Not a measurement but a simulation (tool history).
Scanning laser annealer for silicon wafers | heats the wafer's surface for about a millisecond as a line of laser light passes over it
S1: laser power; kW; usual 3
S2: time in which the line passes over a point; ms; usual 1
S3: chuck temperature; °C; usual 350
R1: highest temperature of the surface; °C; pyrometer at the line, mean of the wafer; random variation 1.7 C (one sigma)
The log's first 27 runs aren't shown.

run	hour	S1	S2	S3	R1
28	1025.4	2.865	0.76	328	999
29	1073.4	2.865	0.76	328	995
30	1104.2	3	0.8	354	1077
31	1142.5	3	0.8	354	1078
32	1187.3	3	0.8	354	1080
33	1213.5	2.826	1	325	1100
34	1249.5	2.826	1	325	1103
35	1294.9	2.826	1	325	1101
36	1315.8	2.623	0.83	384	1024
37	1349.5	3.196	1	342	1225
38	1380.5	3.032	1.01	310	1147
39	1420	3.178	1.02	337	1226
40	1463.4	3.251	1	351	1249
41	1503.9	3.251	1	351	1247

Forecast each of these 3 alternatives for the next run:
A	1533.1	3.228	1	351	?
B	1533.1	3.251	0.81	351	?
C	1533.1	3.251	0.87	366	?

run	R1
A	1243
B	1145
C	1192
Without the tool's hidden state the same runs would have given:
run	R1
A	1243
B	1146
C	1192
